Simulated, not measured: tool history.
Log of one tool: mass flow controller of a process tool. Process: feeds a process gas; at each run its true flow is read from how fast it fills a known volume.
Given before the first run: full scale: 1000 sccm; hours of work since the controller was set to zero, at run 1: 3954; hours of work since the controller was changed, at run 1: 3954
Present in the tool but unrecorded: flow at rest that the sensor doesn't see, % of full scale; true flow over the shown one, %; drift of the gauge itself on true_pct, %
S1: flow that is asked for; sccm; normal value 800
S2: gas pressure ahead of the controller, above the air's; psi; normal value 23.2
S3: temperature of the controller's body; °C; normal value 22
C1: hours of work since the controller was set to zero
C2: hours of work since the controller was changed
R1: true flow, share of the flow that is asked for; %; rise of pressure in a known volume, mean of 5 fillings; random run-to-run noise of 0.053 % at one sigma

Run 1, day 0.000: usual settings; C1 3954; C2 3954. Result: R1 99.58 %.
Run 2, day 4.746: usual settings; C1 4009; C2 4009. Result: R1 99.54 %.
Run 3, day 10.754: usual settings; C1 4079; C2 4079. Result: R1 99.48 %.
Run 4, day 15.929: usual settings; C1 4140; C2 4140. Result: R1 99.48 %.
Run 5, day 20.575: usual settings; C1 4194; C2 4194. Result: R1 99.49 %.
Run 6, day 24.783: usual settings; C1 4244; C2 4244. Result: R1 99.49 %.
Run 7, day 32.729: usual settings; C1 4337; C2 4337. Result: R1 99.43 %.
Run 8, day 36.479: usual settings; C1 4380; C2 4380. Result: R1 99.47 %.
Run 9, day 42.921: usual settings but S3 25 °C; C1 4456; C2 4456. Result: R1 99.29 %.
Run 10, day 50.092: usual settings but S3 25 °C; C1 4540; C2 4540. Result: R1 99.29 %.
Run 11, day 58.725: usual settings but S3 25 °C; C1 4640; C2 4640. Result: R1 99.36 %.
Run 12, day 65.217: usual settings but S3 25 °C; C1 4716; C2 4716. Result: R1 99.30 %.
Run 13, day 72.129: usual settings but S3 25 °C; C1 4797; C2 4797. Result: R1 99.35 %.
Run 14, day 76.529: usual settings but S1 227 sccm, S3 40 °C; C1 4849; C2 4849. Result: R1 96.92 %.
Run 15, day 84.571: usual settings but S1 315 sccm, S2 33.5 psi; C1 4943; C2 4943. Result: R1 98.80 %.
Run 16, day 90.258: usual settings but S1 315 sccm, S2 33.5 psi; C1 5009; C2 5009. Result: R1 98.75 %.
Run 17, day 94.417: usual settings but S1 315 sccm, S2 33.5 psi; C1 5058; C2 5058. Result: R1 98.87 %.
Run 18, day 100.867: usual settings but S1 370 sccm, S2 23.4 psi; C1 5133; C2 5133. Result: R1 98.46 %.
Run 19, day 105.092: usual settings but S1 239 sccm, S2 36.0 psi; C1 5183; C2 5183. Result: R1 98.72 %.
Run 20, day 110.283: usual settings but S1 712 sccm, S2 30.7 psi, S3 30 °C; C1 5243; C2 5243. Result: R1 98.98 %.
Run 21, day 118.058: usual settings but S1 712 sccm, S2 36.0 psi, S3 30 °C; C1 5334; C2 5334. Result: R1 99.31 %.
Run 22, day 122.792: usual settings but S3 32 °C; C1 5390; C2 5390. Result: R1 98.78 %.
Run 23, day 127.779: usual settings but S1 742 sccm, S2 21.9 psi, S3 34 °C; C1 5448; C2 5448. Result: R1 98.46 %.
Run 24, day 132.567: usual settings but S1 742 sccm, S2 21.9 psi, S3 34 °C; C1 5504; C2 5504. Result: R1 98.41 %.
At day 139.892: controller's zero set anew.
Run 25, day 139.892: usual settings but S1 742 sccm, S2 21.9 psi, S3 34 °C; C1 0; C2 5589. Result: R1 98.57 %.

Alternative continuations, all from the tool just after run 25; predict every row:
Run A, day 148.354: usual settings but S1 235 sccm, S2 37.3 psi, S3 36 °C; C1 99; C2 5688. Result: R1 ?.
Run B, day 148.354: usual settings but S1 265 sccm, S2 27.3 psi, S3 20 °C; C1 99; C2 5688. Result: R1 ?.
Run C, day 148.354: usual settings but S1 207 sccm, S3 34 °C; C1 99; C2 5688. Result: R1 ?.

run     R1
  A  97.85
  B  98.66
  C  97.33
Had the tool no hidden state, the same runs would have come out as:
run     R1
  A  97.84
  B  98.66
  C  97.33

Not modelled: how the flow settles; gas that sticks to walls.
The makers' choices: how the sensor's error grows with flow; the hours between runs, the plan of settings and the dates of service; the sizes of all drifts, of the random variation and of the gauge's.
